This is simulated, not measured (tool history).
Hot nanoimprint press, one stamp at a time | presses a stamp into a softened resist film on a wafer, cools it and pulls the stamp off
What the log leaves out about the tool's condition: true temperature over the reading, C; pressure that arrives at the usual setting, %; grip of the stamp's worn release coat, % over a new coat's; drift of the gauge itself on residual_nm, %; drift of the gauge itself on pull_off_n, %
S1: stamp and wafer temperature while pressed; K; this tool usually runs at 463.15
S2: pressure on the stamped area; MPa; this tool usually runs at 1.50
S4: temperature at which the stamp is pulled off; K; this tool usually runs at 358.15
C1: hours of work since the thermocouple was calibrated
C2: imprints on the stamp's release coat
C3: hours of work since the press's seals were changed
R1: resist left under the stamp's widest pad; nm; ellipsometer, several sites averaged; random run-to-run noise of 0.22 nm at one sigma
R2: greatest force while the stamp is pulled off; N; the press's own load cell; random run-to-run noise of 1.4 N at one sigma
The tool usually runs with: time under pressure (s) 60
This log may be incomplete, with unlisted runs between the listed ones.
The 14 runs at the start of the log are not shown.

Run 15, day 7.942: usual settings; C1 54; C2 68; C3 246. Result: R1 140.0 nm, R2 116 N.
Run 16, day 8.550: usual settings but S1 455.15 K, time under pressure (s) 49; C1 64; C2 103; C3 255. Result: R1 187.3 nm, R2 117 N.
Run 17, day 9.283: usual settings but S1 455.15 K, S2 1.06 MPa, time under pressure (s) 49, S4 363.15 K; C1 76; C2 147; C3 267. Result: R1 216.8 nm, R2 111 N.
Run 18, day 9.629: usual settings but S1 471.15 K, S2 2.15 MPa, time under pressure (s) 92, S4 361.15 K; C1 81; C2 167; C3 273. Result: R1 76.9 nm, R2 116 N.
Run 19, day 10.329: usual settings but S2 0.94 MPa; C1 93; C2 209; C3 284. Result: R1 178.2 nm, R2 118 N.
Run 20, day 11.079: usual settings but S2 0.94 MPa; C1 105; C2 253; C3 296. Result: R1 178.2 nm, R2 123 N.
Run 21, day 11.588: usual settings but S1 457.15 K, S2 1.54 MPa; C1 113; C2 283; C3 304. Result: R1 164.5 nm, R2 122 N.
Run 22, day 12.138: usual settings but S1 457.15 K, S2 1.54 MPa; C1 122; C2 315; C3 313. Result: R1 164.6 nm, R2 121 N.
Run 23, day 12.692: usual settings but S1 468.15 K, S2 1.48 MPa, time under pressure (s) 36, S4 363.15 K; C1 131; C2 348; C3 322. Result: R1 143.0 nm, R2 117 N.
Run 24, day 13.188: usual settings but S1 458.15 K, S2 1.42 MPa, time under pressure (s) 39, S4 365.15 K; C1 139; C2 377; C3 330. Result: R1 187.1 nm, R2 112 N.
Run 25, day 13.808: usual settings but S1 452.15 K, S2 1.49 MPa, time under pressure (s) 46, S4 356.15 K; C1 149; C2 414; C3 340. Result: R1 205.5 nm, R2 128 N.
Run 26, day 14.454: usual settings but S1 474.15 K, S2 1.49 MPa, time under pressure (s) 82, S4 356.15 K; C1 159; C2 452; C3 351. Result: R1 91.4 nm, R2 129 N.
Run 27, day 14.938: usual settings but S1 474.15 K, S2 1.49 MPa, time under pressure (s) 82, S4 356.15 K; C1 167; C2 481; C3 359. Result: R1 91.4 nm, R2 133 N.
Run 28, day 15.475: usual settings but S1 474.15 K, S2 1.49 MPa, time under pressure (s) 82, S4 356.15 K; C1 176; C2 512; C3 367. Result: R1 91.6 nm, R2 131 N.
Run 29, day 16.192: usual settings but S1 474.15 K, S2 1.49 MPa, time under pressure (s) 82, S4 356.15 K; C1 188; C2 555; C3 379. Result: R1 91.2 nm, R2 133 N.
Run 30, day 16.538: usual settings but S1 464.15 K, S2 1.32 MPa, time under pressure (s) 37, S4 362.15 K; C1 193; C2 575; C3 384. Result: R1 167.4 nm, R2 122 N.

Alternative continuations, all from the tool just after run 30; predict every row:
Run A, day 17.225: usual settings but S1 452.15 K, S4 360.15 K; C1 204; C2 616; C3 396. Result: R1 ?, R2 ?.
Run B, day 17.225: usual settings but S1 466.15 K, S2 1.32 MPa, time under pressure (s) 37, S4 357.15 K; C1 204; C2 616; C3 396. Result: R1 ?, R2 ?.
Run C, day 17.225: usual settings but S1 464.15 K, S2 1.72 MPa, time under pressure (s) 37, S4 362.15 K; C1 204; C2 616; C3 396. Result: R1 ?, R2 ?.
Run D, day 17.225: usual settings but S1 464.15 K, S2 1.52 MPa, time under pressure (s) 37, S4 362.15 K; C1 204; C2 616; C3 396. Result: R1 ?, R2 ?.

run     R1   R2
  A  191.9  127
  B  158.8  132
  C  145.7  123
  D  155.6  124
What these runs would have given with no unlogged condition in the tool:
run     R1   R2
  A  193.4  113
  B  159.9  117
  C  146.3  109
  D  156.5  110

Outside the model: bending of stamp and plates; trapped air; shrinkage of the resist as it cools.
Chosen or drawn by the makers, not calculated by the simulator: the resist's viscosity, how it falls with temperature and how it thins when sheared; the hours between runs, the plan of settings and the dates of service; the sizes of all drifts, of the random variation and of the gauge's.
